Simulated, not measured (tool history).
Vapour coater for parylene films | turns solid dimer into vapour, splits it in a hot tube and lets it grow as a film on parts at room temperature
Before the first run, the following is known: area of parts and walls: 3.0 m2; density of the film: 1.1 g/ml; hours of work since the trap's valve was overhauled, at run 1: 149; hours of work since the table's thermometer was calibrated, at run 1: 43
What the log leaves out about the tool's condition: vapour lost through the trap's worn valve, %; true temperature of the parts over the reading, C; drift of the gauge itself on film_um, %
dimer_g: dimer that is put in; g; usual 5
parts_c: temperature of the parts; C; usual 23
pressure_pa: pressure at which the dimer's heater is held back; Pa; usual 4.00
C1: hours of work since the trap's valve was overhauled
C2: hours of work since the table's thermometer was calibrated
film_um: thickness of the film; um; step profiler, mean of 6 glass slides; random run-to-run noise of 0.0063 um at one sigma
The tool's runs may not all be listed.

{"run": 1, "hour": 0.0, "dimer_g": 5, "parts_c": 23, "pressure_pa": 4.0, "C1": 149, "C2": 43, "film_um": 1.139}
{"run": 2, "hour": 23.6, "dimer_g": 5, "parts_c": 23, "pressure_pa": 4.0, "C1": 167, "C2": 60, "film_um": 1.144}
{"run": 3, "hour": 54.3, "dimer_g": 5, "parts_c": 23, "pressure_pa": 4.0, "C1": 189, "C2": 83, "film_um": 1.129}
{"run": 4, "hour": 73.3, "dimer_g": 5, "parts_c": 23, "pressure_pa": 4.0, "C1": 203, "C2": 97, "film_um": 1.131}
{"run": 5, "hour": 89.0, "dimer_g": 5, "parts_c": 23, "pressure_pa": 4.0, "C1": 215, "C2": 109, "film_um": 1.131}
{"run": 6, "hour": 113.2, "dimer_g": 5, "parts_c": 23, "pressure_pa": 4.0, "C1": 233, "C2": 127, "film_um": 1.128}
{"run": 7, "hour": 139.0, "dimer_g": 5, "parts_c": 23, "pressure_pa": 4.0, "C1": 252, "C2": 146, "film_um": 1.112}
{"run": 8, "hour": 166.7, "dimer_g": 5, "parts_c": 23, "pressure_pa": 4.0, "C1": 273, "C2": 167, "film_um": 1.117}
{"run": 9, "hour": 186.1, "dimer_g": 5, "parts_c": 23, "pressure_pa": 4.0, "C1": 287, "C2": 181, "film_um": 1.116}
{"run": 10, "hour": 202.8, "dimer_g": 5, "parts_c": 23, "pressure_pa": 4.0, "C1": 300, "C2": 193, "film_um": 1.119}
{"run": 11, "hour": 217.9, "dimer_g": 5, "parts_c": 23, "pressure_pa": 4.0, "C1": 311, "C2": 205, "film_um": 1.11}
{"run": 12, "hour": 240.2, "dimer_g": 5, "parts_c": 23, "pressure_pa": 3.76, "C1": 327, "C2": 221, "film_um": 1.128}
{"run": 13, "hour": 258.6, "dimer_g": 5, "parts_c": 23, "pressure_pa": 3.76, "C1": 341, "C2": 235, "film_um": 1.121}
{"run": 14, "hour": 273.9, "dimer_g": 5, "parts_c": 23, "pressure_pa": 3.76, "C1": 352, "C2": 246, "film_um": 1.115}
{"run": 15, "hour": 295.5, "dimer_g": 4, "parts_c": 32, "pressure_pa": 2.28, "C1": 368, "C2": 262, "film_um": 0.693}
{"run": 16, "hour": 319.8, "dimer_g": 6, "parts_c": 32, "pressure_pa": 5.06, "C1": 387, "C2": 280, "film_um": 0.898}
{"run": 17, "hour": 355.1, "dimer_g": 6, "parts_c": 32, "pressure_pa": 5.06, "C1": 413, "C2": 307, "film_um": 0.898}
{"run": 18, "hour": 391.6, "dimer_g": 2, "parts_c": 31, "pressure_pa": 3.84, "C1": 440, "C2": 334, "film_um": 0.318}
{"run": 19, "hour": 414.9, "dimer_g": 5, "parts_c": 23, "pressure_pa": 5.64, "C1": 457, "C2": 351, "film_um": 1.014}
{"run": 20, "hour": 442.5, "dimer_g": 7, "parts_c": 15, "pressure_pa": 2.01, "C1": 478, "C2": 371, "film_um": 1.938}
{"hour": 462.9, "done": "trap's valve overhauled"}
{"run": 21, "hour": 471.3, "dimer_g": 3, "parts_c": 30, "pressure_pa": 4.91, "C1": 6, "C2": 390, "film_um": 0.508}
{"run": 22, "hour": 496.7, "dimer_g": 5, "parts_c": 16, "pressure_pa": 4.91, "C1": 25, "C2": 409, "film_um": 1.431}
{"run": 23, "hour": 521.4, "dimer_g": 5, "parts_c": 16, "pressure_pa": 4.91, "C1": 43, "C2": 427, "film_um": 1.432}
{"run": 24, "hour": 549.8, "dimer_g": 9, "parts_c": 16, "pressure_pa": 4.91, "C1": 65, "C2": 448, "film_um": 2.574}
{"run": 25, "hour": 572.4, "dimer_g": 3, "parts_c": 27, "pressure_pa": 4.0, "C1": 81, "C2": 465, "film_um": 0.595}
{"run": 26, "hour": 598.1, "dimer_g": 8, "parts_c": 29, "pressure_pa": 7.28, "C1": 100, "C2": 484, "film_um": 1.307}
{"run": 27, "hour": 630.3, "dimer_g": 8, "parts_c": 29, "pressure_pa": 7.28, "C1": 124, "C2": 508, "film_um": 1.294}

Predict each of these 4 candidate next runs independently; none follows another, all start after run 27:
{"run": "A", "hour": 654.3, "dimer_g": 8, "parts_c": 29, "pressure_pa": 10.11, "C1": 142, "C2": 526, "film_um": "?"}
{"run": "B", "hour": 654.3, "dimer_g": 4, "parts_c": 26, "pressure_pa": 3.32, "C1": 142, "C2": 526, "film_um": "?"}
{"run": "C", "hour": 654.3, "dimer_g": 4, "parts_c": 32, "pressure_pa": 10.52, "C1": 142, "C2": 526, "film_um": "?"}
{"run": "D", "hour": 654.3, "dimer_g": 4, "parts_c": 32, "pressure_pa": 4.0, "C1": 142, "C2": 526, "film_um": "?"}

run=A film_um=1.209
run=B film_um=0.827
run=C film_um=0.537
run=D film_um=0.638
Stripped of hidden state, with their random variation kept, the same runs would have yielded:
run=A film_um=1.263
run=B film_um=0.864
run=C film_um=0.561
run=D film_um=0.667
